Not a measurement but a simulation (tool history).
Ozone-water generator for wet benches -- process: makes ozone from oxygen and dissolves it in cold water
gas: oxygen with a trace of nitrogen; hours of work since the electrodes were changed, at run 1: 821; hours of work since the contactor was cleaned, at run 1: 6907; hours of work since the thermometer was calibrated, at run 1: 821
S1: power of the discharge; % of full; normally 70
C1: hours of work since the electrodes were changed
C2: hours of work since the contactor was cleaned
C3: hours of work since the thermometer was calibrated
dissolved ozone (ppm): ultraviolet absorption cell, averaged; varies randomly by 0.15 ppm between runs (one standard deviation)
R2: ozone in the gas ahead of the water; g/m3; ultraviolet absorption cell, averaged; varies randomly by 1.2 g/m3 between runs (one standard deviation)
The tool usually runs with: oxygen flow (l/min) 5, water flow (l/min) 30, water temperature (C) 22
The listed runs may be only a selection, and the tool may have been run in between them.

run 1 day=0 | S1=70 oxygen_flow_(l/min)=5 water_flow_(l/min)=30 water_temperature_(C)=22 | C1=821 C2=6907 C3=821 | dissolved_ozone_(ppm)=19.2 R2=216.5
run 2 day=4.758 | S1=45 oxygen_flow_(l/min)=5 water_flow_(l/min)=30 water_temperature_(C)=22 | C1=916 C2=7002 C3=916 | dissolved_ozone_(ppm)=14.2 R2=160.1
run 3 day=9.2 | S1=45 oxygen_flow_(l/min)=5 water_flow_(l/min)=30 water_temperature_(C)=22 | C1=1005 C2=7091 C3=1005 | dissolved_ozone_(ppm)=14.1 R2=158.8
run 4 day=13.388 | S1=70 oxygen_flow_(l/min)=5 water_flow_(l/min)=30 water_temperature_(C)=22 | C1=1089 C2=7174 C3=1089 | dissolved_ozone_(ppm)=19.1 R2=215.5
run 5 day=16.312 | S1=70 oxygen_flow_(l/min)=5 water_flow_(l/min)=30 water_temperature_(C)=22 | C1=1147 C2=7233 C3=1147 | dissolved_ozone_(ppm)=19 R2=213.8
run 6 day=22.496 | S1=70 oxygen_flow_(l/min)=5 water_flow_(l/min)=30 water_temperature_(C)=22 | C1=1271 C2=7357 C3=1271 | dissolved_ozone_(ppm)=19.2 R2=214.5
run 7 day=26.733 | S1=70 oxygen_flow_(l/min)=5 water_flow_(l/min)=30 water_temperature_(C)=22 | C1=1356 C2=7441 C3=1356 | dissolved_ozone_(ppm)=19.2 R2=213.2
run 8 day=33.354 | S1=70 oxygen_flow_(l/min)=5 water_flow_(l/min)=46 water_temperature_(C)=22 | C1=1488 C2=7574 C3=1488 | dissolved_ozone_(ppm)=13.6 R2=214.3
run 9 day=36.783 | S1=70 oxygen_flow_(l/min)=5 water_flow_(l/min)=46 water_temperature_(C)=22 | C1=1557 C2=7642 C3=1557 | dissolved_ozone_(ppm)=13.8 R2=213.8
run 10 day=41.588 | S1=70 oxygen_flow_(l/min)=5 water_flow_(l/min)=46 water_temperature_(C)=22 | C1=1653 C2=7738 C3=1653 | dissolved_ozone_(ppm)=13.8 R2=213.4
run 11 day=46.929 | S1=70 oxygen_flow_(l/min)=5 water_flow_(l/min)=46 water_temperature_(C)=22 | C1=1760 C2=7845 C3=1760 | dissolved_ozone_(ppm)=13.8 R2=214.6
run 12 day=52.538 | S1=70 oxygen_flow_(l/min)=5 water_flow_(l/min)=46 water_temperature_(C)=22 | C1=1872 C2=7957 C3=1872 | dissolved_ozone_(ppm)=13.6 R2=212
run 13 day=58.171 | S1=70 oxygen_flow_(l/min)=5 water_flow_(l/min)=46 water_temperature_(C)=22 | C1=1984 C2=8070 C3=1984 | dissolved_ozone_(ppm)=13.5 R2=211.9
run 14 day=61.85 | S1=41 oxygen_flow_(l/min)=5 water_flow_(l/min)=30 water_temperature_(C)=22 | C1=2058 C2=8144 C3=2058 | dissolved_ozone_(ppm)=13.5 R2=148.1
run 15 day=67.85 | S1=41 oxygen_flow_(l/min)=5 water_flow_(l/min)=30 water_temperature_(C)=22 | C1=2178 C2=8264 C3=2178 | dissolved_ozone_(ppm)=13.3 R2=148
-- day=72.679 contactor cleaned
run 16 day=74.367 | S1=50 oxygen_flow_(l/min)=7.9 water_flow_(l/min)=37 water_temperature_(C)=26 | C1=2305 C2=34 C3=2305 | dissolved_ozone_(ppm)=12.9 R2=134.9
run 17 day=80.5 | S1=50 oxygen_flow_(l/min)=7.9 water_flow_(l/min)=37 water_temperature_(C)=26 | C1=2428 C2=156 C3=2428 | dissolved_ozone_(ppm)=12.9 R2=133.8
run 18 day=86.829 | S1=50 oxygen_flow_(l/min)=4.34 water_flow_(l/min)=36 water_temperature_(C)=26 | C1=2554 C2=283 C3=2554 | dissolved_ozone_(ppm)=12.3 R2=178.4
run 19 day=92.879 | S1=73 oxygen_flow_(l/min)=6.51 water_flow_(l/min)=21 water_temperature_(C)=26 | C1=2675 C2=404 C3=2675 | dissolved_ozone_(ppm)=23.5 R2=189.9
run 20 day=96.096 | S1=73 oxygen_flow_(l/min)=6.51 water_flow_(l/min)=21 water_temperature_(C)=26 | C1=2740 C2=468 C3=2740 | dissolved_ozone_(ppm)=23.6 R2=189.5
run 21 day=100.375 | S1=73 oxygen_flow_(l/min)=6.51 water_flow_(l/min)=25 water_temperature_(C)=20 | C1=2825 C2=554 C3=2825 | dissolved_ozone_(ppm)=23.7 R2=189.4
run 22 day=106.921 | S1=44 oxygen_flow_(l/min)=2.74 water_flow_(l/min)=25 water_temperature_(C)=20 | C1=2956 C2=685 C3=2956 | dissolved_ozone_(ppm)=14.8 R2=205.1
run 23 day=109.875 | S1=44 oxygen_flow_(l/min)=2.74 water_flow_(l/min)=25 water_temperature_(C)=20 | C1=3015 C2=744 C3=3015 | dissolved_ozone_(ppm)=14.8 R2=205.4

Entry by entry between the runs, the difference in hidden state between the last listed run before and the first listed run after:
Runs 15 to 16: contactor cleaned (day 72.679)
  contactor's efficiency, % of a clean one's: 99.9 -> 100; drift of the gauge itself on gas_g_m3, %: -1.73 -> -1.9
  measured minus no-state result, R2: -2.6 -> -2.7 g/m3

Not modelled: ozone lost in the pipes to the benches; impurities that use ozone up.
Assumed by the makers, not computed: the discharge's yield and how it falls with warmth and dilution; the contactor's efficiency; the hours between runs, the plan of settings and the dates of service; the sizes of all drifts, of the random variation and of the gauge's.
